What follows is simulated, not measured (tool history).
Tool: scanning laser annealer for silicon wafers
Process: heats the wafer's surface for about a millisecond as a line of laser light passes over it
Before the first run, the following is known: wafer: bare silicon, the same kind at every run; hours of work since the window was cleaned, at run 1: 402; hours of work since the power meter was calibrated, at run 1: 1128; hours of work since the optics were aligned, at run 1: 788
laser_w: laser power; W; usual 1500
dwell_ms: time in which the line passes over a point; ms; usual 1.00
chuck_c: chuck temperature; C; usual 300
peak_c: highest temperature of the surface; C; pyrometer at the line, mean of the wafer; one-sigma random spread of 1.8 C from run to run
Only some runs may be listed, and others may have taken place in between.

run	day	laser_w	dwell_ms	chuck_c	hours of work since the window was cleaned	hours of work since the power meter was calibrated	hours of work since the optics were aligned	peak_c
1	0.000	1500	1.00	300	402	1128	788	1029
2	2.546	1500	1.12	300	443	1170	829	1062
# day 4.492: window over the wafer cleaned
3	5.479	1500	1.12	300	16	1216	876	1043
4	7.375	1500	0.76	300	47	1247	907	920
5	9.283	1500	0.76	300	78	1278	938	921
6	11.346	1500	0.76	300	111	1311	971	916
7	13.038	1500	0.89	300	139	1339	999	959
8	14.642	1500	1.00	300	165	1365	1025	993
# day 16.238: window over the wafer cleaned, once more
# day 16.833: optics aligned, line set to its width
9	16.950	1500	1.00	300	8	1398	2	1068
10	19.354	1311	1.00	300	47	1437	41	963
11	20.888	1500	0.73	300	72	1462	66	964
12	22.283	1500	1.00	300	95	1484	89	1059
13	23.971	1500	1.00	300	122	1512	116	1057
14	26.650	1500	1.00	300	166	1555	160	1051
15	28.729	1500	1.00	300	200	1589	193	1046
16	31.454	1500	1.00	300	244	1633	238	1042
17	33.600	1500	1.00	300	279	1668	272	1042
18	36.029	1500	1.00	300	318	1708	312	1039
19	38.238	1500	1.00	300	354	1743	348	1031
20	40.417	1500	1.00	300	390	1779	383	1027
21	42.521	1610	1.00	262	424	1813	417	1041
22	44.254	1500	0.77	330	452	1841	446	970
# day 45.483: window over the wafer cleaned
23	46.575	1348	1.01	330	18	1878	482	1012
24	48.912	1566	1.01	333	56	1916	520	1132
25	50.296	1320	0.92	300	78	1938	542	934
26	51.633	1500	1.13	326	100	1960	564	1121
27	53.800	1375	1.13	339	135	1995	599	1061
28	56.746	1595	0.83	291	183	2043	647	1023
29	58.683	1488	1.00	286	214	2074	679	1022
30	60.171	1431	1.00	317	239	2099	703	1020
31	61.850	1335	0.77	297	266	2126	730	875
32	63.446	1366	1.00	300	292	2152	756	964
33	66.200	1500	0.82	300	337	2197	801	968
34	67.579	1500	0.71	297	359	2219	823	918
35	69.042	1391	0.82	300	383	2243	847	911
36	71.008	1449	0.94	274	415	2275	879	950
37	73.608	1449	0.94	274	457	2317	921	944
# day 74.654: window over the wafer cleaned
38	76.129	1449	0.94	274	24	2356	961	983
39	77.929	1332	1.00	300	53	2386	990	962
40	79.375	1598	1.00	278	77	2409	1014	1081

Below, some changes in peak_c between adjacent runs. For each, the amount present without the hidden state too (settings, incoming material, random variation) and the amount remaining for the hidden state with gauge scatter not shared by both compared results:
Unlogged tool condition in this case: light that passes the window, % of a clean one's; laser's true power over the reading, %; width of the line over the set one, %; drift of the gauge itself on peak_c, C.
Run 8 -> 9: window over the wafer cleaned, once more, optics aligned, line set to its width. peak_c +75 C: hidden state +76, all else -1.
Run 22 -> 23: laser_w 1500 -> 1348, dwell_ms 0.77 -> 1.01, window over the wafer cleaned. peak_c +42 C: hidden state +34, all else +8.
Run 24 -> 25: laser_w 1566 -> 1320, dwell_ms 1.01 -> 0.92, chuck_c 333 -> 300. peak_c -198 C: hidden state +2, all else -200.
Run 25 -> 26: laser_w 1320 -> 1500, dwell_ms 0.92 -> 1.13, chuck_c 300 -> 326. peak_c +187 C: hidden state -7, all else +194.
Run 30 -> 31: laser_w 1431 -> 1335, dwell_ms 1.00 -> 0.77, chuck_c 317 -> 297. peak_c -145 C: hidden state +3, all else -148.
Run 37 -> 38: window over the wafer cleaned. peak_c +39 C: hidden state +39, all else +0.

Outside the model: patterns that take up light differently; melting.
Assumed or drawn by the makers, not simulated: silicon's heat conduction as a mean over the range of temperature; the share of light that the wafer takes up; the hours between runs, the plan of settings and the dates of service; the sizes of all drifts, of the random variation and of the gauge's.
